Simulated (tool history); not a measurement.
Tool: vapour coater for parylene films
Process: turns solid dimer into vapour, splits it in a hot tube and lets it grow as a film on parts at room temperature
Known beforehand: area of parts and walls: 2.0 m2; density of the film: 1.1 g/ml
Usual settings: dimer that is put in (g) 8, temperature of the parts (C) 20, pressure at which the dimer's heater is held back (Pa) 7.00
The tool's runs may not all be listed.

| run | hour | dimer that is put in (g) | temperature of the parts (C) | pressure at which the dimer's heater is held back (Pa) | thickness of the film (µm) |
|---|---|---|---|---|---|
| 1 | 0.0 | 8 | 20 | 7.00 | 2.471 |
| 2 | 10.3 | 8 | 20 | 7.00 | 2.466 |
| 3 | 20.2 | 4 | 20 | 7.00 | 1.231 |
|  | 30.2 | trap's valve overhauled |
| 4 | 39.4 | 4 | 20 | 7.00 | 1.294 |
| 5 | 53.9 | 4 | 20 | 7.00 | 1.296 |
| 6 | 61.6 | 4 | 20 | 7.00 | 1.284 |
| 7 | 68.8 | 4 | 30 | 7.00 | 1.082 |
| 8 | 78.9 | 4 | 30 | 7.00 | 1.065 |
| 9 | 86.0 | 4 | 30 | 7.00 | 1.080 |
| 10 | 92.9 | 4 | 30 | 7.00 | 1.083 |
| 11 | 107.0 | 7 | 22 | 7.00 | 2.170 |
| 12 | 115.1 | 9 | 22 | 2.23 | 3.317 |
| 13 | 124.8 | 9 | 22 | 2.23 | 3.312 |
| 14 | 132.2 | 9 | 15 | 5.38 | 3.284 |
| 15 | 144.9 | 12 | 15 | 5.79 | 4.313 |
| 16 | 160.0 | 12 | 15 | 5.79 | 4.329 |
| 17 | 174.6 | 12 | 15 | 5.79 | 4.311 |

3 ways to go on from here, each from the tool as it stands after run 17. What would each give?
| A | 183.0 | 4 | 18 | 4.28 | ? |
| B | 183.0 | 9 | 32 | 6.46 | ? |
| C | 183.0 | 4 | 20 | 2.78 | ? |

| run | thickness of the film (µm) |
|---|---|
| A | 1.430 |
| B | 2.334 |
| C | 1.466 |
Take away the tool's hidden state, keep each run's random variation, and the runs would have read:
| run | thickness of the film (µm) |
|---|---|
| A | 1.451 |
| B | 2.369 |
| C | 1.488 |
